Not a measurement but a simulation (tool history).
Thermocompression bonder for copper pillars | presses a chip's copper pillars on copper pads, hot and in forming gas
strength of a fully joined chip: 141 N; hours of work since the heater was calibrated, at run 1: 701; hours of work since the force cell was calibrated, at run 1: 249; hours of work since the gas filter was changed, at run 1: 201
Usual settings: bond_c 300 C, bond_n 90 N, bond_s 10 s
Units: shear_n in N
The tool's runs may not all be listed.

| run | hour | bond_c | bond_n | bond_s | hours of work since the heater was calibrated | hours of work since the force cell was calibrated | hours of work since the gas filter was changed | shear_n |
|---|---|---|---|---|---|---|---|---|
| 1 | 0 | 300 | 90 | 10 | 701 | 249 | 201 | 91 |
| 2 | 9.5 | 300 | 90 | 29 | 705 | 254 | 206 | 116.9 |
| 3 | 19.9 | 300 | 90 | 29 | 710 | 259 | 211 | 116.6 |
| 4 | 29.8 | 307 | 90 | 10 | 715 | 264 | 216 | 95 |
| 5 | 39.2 | 307 | 90 | 10 | 719 | 268 | 220 | 94.9 |
| 6 | 47.4 | 300 | 55 | 11 | 723 | 272 | 224 | 65.1 |
| 7 | 61.2 | 306 | 79 | 11 | 730 | 279 | 231 | 89.2 |
| 8 | 69.5 | 309 | 69 | 17 | 734 | 283 | 235 | 94.4 |
| 9 | 81.8 | 319 | 125 | 12 | 740 | 289 | 241 | 121.2 |
| 10 | 95.3 | 319 | 62 | 5 | 746 | 295 | 247 | 63.6 |

4 ways to go on from here, each from the tool as it stands after run 10. What would each give?
| A | 108.8 | 325 | 76 | 26 | 753 | 302 | 254 | ? |
| B | 108.8 | 281 | 62 | 9 | 753 | 302 | 254 | ? |
| C | 108.8 | 318 | 90 | 10 | 753 | 302 | 254 | ? |
| D | 108.8 | 319 | 132 | 5 | 753 | 302 | 254 | ? |

| run | shear_n |
|---|---|
| A | 117.4 |
| B | 54.7 |
| C | 100.4 |
| D | 105.4 |
Without the tool's hidden state the same runs would have given:
| run | shear_n |
|---|---|
| A | 119.5 |
| B | 55.7 |
| C | 102.3 |
| D | 107.3 |
